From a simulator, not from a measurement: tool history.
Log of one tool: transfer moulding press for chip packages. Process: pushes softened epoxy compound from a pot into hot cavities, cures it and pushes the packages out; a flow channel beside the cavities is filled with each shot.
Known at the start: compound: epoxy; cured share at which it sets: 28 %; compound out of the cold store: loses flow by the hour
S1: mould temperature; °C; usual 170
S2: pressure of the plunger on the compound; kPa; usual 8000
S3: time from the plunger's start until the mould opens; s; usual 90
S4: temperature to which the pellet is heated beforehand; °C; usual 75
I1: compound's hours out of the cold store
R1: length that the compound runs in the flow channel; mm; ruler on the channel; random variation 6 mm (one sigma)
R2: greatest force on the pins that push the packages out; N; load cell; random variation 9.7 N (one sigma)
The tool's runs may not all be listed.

{"run": 1, "hour": 0.0, "S1": 170, "S2": 8000, "S3": 90, "S4": 75, "I1": 8.2, "R1": 831, "R2": 561}
{"run": 2, "hour": 31.5, "S1": 170, "S2": 8000, "S3": 90, "S4": 75, "I1": 18.7, "R1": 770, "R2": 615}
{"hour": 42.5, "done": "cavities cleaned with cleaning compound and waxed"}
{"hour": 54.3, "done": "plunger's sealing rings changed"}
{"run": 3, "hour": 100.1, "S1": 170, "S2": 8000, "S3": 90, "S4": 84, "I1": 11.8, "R1": 895, "R2": 580}
{"hour": 150.1, "done": "cavities cleaned with cleaning compound and waxed"}
{"run": 4, "hour": 163.4, "S1": 170, "S2": 8000, "S3": 90, "S4": 84, "I1": 43.3, "R1": 713, "R2": 464}
{"run": 5, "hour": 227.5, "S1": 170, "S2": 8000, "S3": 111, "S4": 84, "I1": 44.5, "R1": 724, "R2": 498}
{"hour": 258.1, "done": "cavities cleaned with cleaning compound and waxed"}
{"run": 6, "hour": 295.7, "S1": 170, "S2": 8000, "S3": 90, "S4": 75, "I1": 20.4, "R1": 806, "R2": 554}
{"run": 7, "hour": 360.6, "S1": 170, "S2": 8000, "S3": 90, "S4": 75, "I1": 32.5, "R1": 745, "R2": 598}
{"hour": 365.2, "done": "cavities cleaned with cleaning compound and waxed"}
{"run": 8, "hour": 406.1, "S1": 170, "S2": 8000, "S3": 90, "S4": 75, "I1": 34.7, "R1": 728, "R2": 533}
{"run": 9, "hour": 456.3, "S1": 170, "S2": 8170, "S3": 76, "S4": 67, "I1": 41.3, "R1": 699, "R2": 784}
{"hour": 473.2, "done": "cavities cleaned with cleaning compound and waxed"}
{"run": 10, "hour": 513.3, "S1": 170, "S2": 8170, "S3": 76, "S4": 67, "I1": 37.1, "R1": 709, "R2": 737}
{"hour": 518.8, "done": "mould's thermocouples calibrated"}
{"hour": 582.8, "done": "cavities cleaned with cleaning compound and waxed"}
{"run": 11, "hour": 582.8, "S1": 170, "S2": 8670, "S3": 90, "S4": 79, "I1": 8.7, "R1": 873, "R2": 495}
{"run": 12, "hour": 625.0, "S1": 174, "S2": 7430, "S3": 99, "S4": 73, "I1": 20.2, "R1": 733, "R2": 482}
{"hour": 649.6, "done": "mould's thermocouples calibrated, once more"}
{"run": 13, "hour": 679.3, "S1": 169, "S2": 8780, "S3": 121, "S4": 75, "I1": 18.6, "R1": 806, "R2": 505}
{"hour": 691.0, "done": "cavities cleaned with cleaning compound and waxed"}
{"hour": 703.3, "done": "plunger's sealing rings changed"}
{"run": 14, "hour": 735.8, "S1": 174, "S2": 8780, "S3": 108, "S4": 70, "I1": 37.3, "R1": 775, "R2": 453}

3 ways to go on from here, each from the tool as it stands after run 14. What would each give?
{"run": "A", "hour": 774.2, "S1": 176, "S2": 8000, "S3": 90, "S4": 75, "I1": 11.6, "R1": "?", "R2": "?"}
{"run": "B", "hour": 774.2, "S1": 170, "S2": 6200, "S3": 101, "S4": 66, "I1": 16.1, "R1": "?", "R2": "?"}
{"run": "C", "hour": 774.2, "S1": 170, "S2": 6570, "S3": 90, "S4": 75, "I1": 39.8, "R1": "?", "R2": "?"}

run=A R1=883 R2=515
run=B R1=759 R2=546
run=C R1=663 R2=564
Without the tool's hidden state the same runs would have given:
run=A R1=895 R2=393
run=B R1=769 R2=417
run=C R1=672 R2=429

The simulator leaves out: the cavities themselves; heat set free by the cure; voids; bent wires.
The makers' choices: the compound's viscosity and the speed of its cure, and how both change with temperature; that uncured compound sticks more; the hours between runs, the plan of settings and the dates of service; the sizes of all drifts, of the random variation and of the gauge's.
